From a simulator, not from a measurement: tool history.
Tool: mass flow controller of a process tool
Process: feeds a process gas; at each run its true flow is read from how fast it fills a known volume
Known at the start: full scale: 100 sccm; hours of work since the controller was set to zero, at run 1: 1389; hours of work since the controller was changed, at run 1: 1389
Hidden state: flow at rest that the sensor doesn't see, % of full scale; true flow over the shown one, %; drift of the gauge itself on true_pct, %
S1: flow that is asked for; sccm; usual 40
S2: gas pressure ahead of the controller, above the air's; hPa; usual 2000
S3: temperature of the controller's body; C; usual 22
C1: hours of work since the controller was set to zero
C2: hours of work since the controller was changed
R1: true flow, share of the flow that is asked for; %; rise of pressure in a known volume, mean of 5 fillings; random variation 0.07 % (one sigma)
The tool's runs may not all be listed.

{"run": 1, "hour": 0.0, "S1": 40, "S2": 2000, "S3": 22, "C1": 1389, "C2": 1389, "R1": 97.99}
{"run": 2, "hour": 241.4, "S1": 40, "S2": 2000, "S3": 22, "C1": 1526, "C2": 1526, "R1": 97.63}
{"run": 3, "hour": 482.6, "S1": 40, "S2": 2000, "S3": 22, "C1": 1662, "C2": 1662, "R1": 97.67}
{"run": 4, "hour": 678.8, "S1": 40, "S2": 2000, "S3": 22, "C1": 1773, "C2": 1773, "R1": 97.55}
{"run": 5, "hour": 1074.1, "S1": 40, "S2": 2000, "S3": 22, "C1": 1997, "C2": 1997, "R1": 97.42}
{"run": 6, "hour": 1253.9, "S1": 40, "S2": 2000, "S3": 20, "C1": 2099, "C2": 2099, "R1": 97.43}
{"run": 7, "hour": 1601.2, "S1": 40, "S2": 2000, "S3": 20, "C1": 2296, "C2": 2296, "R1": 97.18}
{"run": 8, "hour": 1848.8, "S1": 40, "S2": 2000, "S3": 22, "C1": 2436, "C2": 2436, "R1": 96.74}
{"run": 9, "hour": 2061.7, "S1": 40, "S2": 2000, "S3": 22, "C1": 2556, "C2": 2556, "R1": 96.7}
{"run": 10, "hour": 2429.1, "S1": 40, "S2": 2000, "S3": 22, "C1": 2764, "C2": 2764, "R1": 96.5}
{"run": 11, "hour": 2799.6, "S1": 40, "S2": 2000, "S3": 22, "C1": 2974, "C2": 2974, "R1": 96.25}
{"run": 12, "hour": 3032.8, "S1": 40, "S2": 1710, "S3": 22, "C1": 3106, "C2": 3106, "R1": 96.16}
{"run": 13, "hour": 3215.8, "S1": 27, "S2": 1650, "S3": 21, "C1": 3210, "C2": 3210, "R1": 94.88}
{"run": 14, "hour": 3582.4, "S1": 27, "S2": 1650, "S3": 21, "C1": 3418, "C2": 3418, "R1": 94.53}
{"run": 15, "hour": 3965.3, "S1": 27, "S2": 1650, "S3": 21, "C1": 3634, "C2": 3634, "R1": 94.35}
{"run": 16, "hour": 4334.3, "S1": 27, "S2": 1650, "S3": 21, "C1": 3843, "C2": 3843, "R1": 94.09}
{"run": 17, "hour": 4536.4, "S1": 25, "S2": 2000, "S3": 22, "C1": 3958, "C2": 3958, "R1": 93.3}
{"run": 18, "hour": 4781.1, "S1": 25, "S2": 2000, "S3": 22, "C1": 4096, "C2": 4096, "R1": 93.26}
{"run": 19, "hour": 5100.3, "S1": 40, "S2": 2080, "S3": 22, "C1": 4277, "C2": 4277, "R1": 95.03}
{"run": 20, "hour": 5359.1, "S1": 61, "S2": 2740, "S3": 26, "C1": 4424, "C2": 4424, "R1": 95.94}
{"hour": 5462.0, "done": "controller's zero set anew"}
{"run": 21, "hour": 5694.6, "S1": 26, "S2": 1460, "S3": 22, "C1": 132, "C2": 4613, "R1": 97.57}
{"run": 22, "hour": 6034.9, "S1": 40, "S2": 1460, "S3": 25, "C1": 324, "C2": 4806, "R1": 97.39}
{"run": 23, "hour": 6400.4, "S1": 73, "S2": 1910, "S3": 25, "C1": 531, "C2": 5013, "R1": 97.95}
{"run": 24, "hour": 6792.2, "S1": 40, "S2": 2000, "S3": 24, "C1": 753, "C2": 5235, "R1": 97}

The same runs without the tool's hidden state, with the same run-to-run variation:
run=1 R1=99.13
run=2 R1=98.91
run=3 R1=99.08
run=4 R1=99.07
run=5 R1=99.16
run=6 R1=99.27
run=7 R1=99.2
run=8 R1=98.9
run=9 R1=98.97
run=10 R1=98.98
run=11 R1=98.95
run=12 R1=98.98
run=13 R1=98.91
run=14 R1=98.86
run=15 R1=98.98
run=16 R1=98.98
run=17 R1=98.69
run=18 R1=98.87
run=19 R1=99.04
run=20 R1=99
run=21 R1=98.83
run=22 R1=98.75
run=23 R1=99.31
run=24 R1=98.79
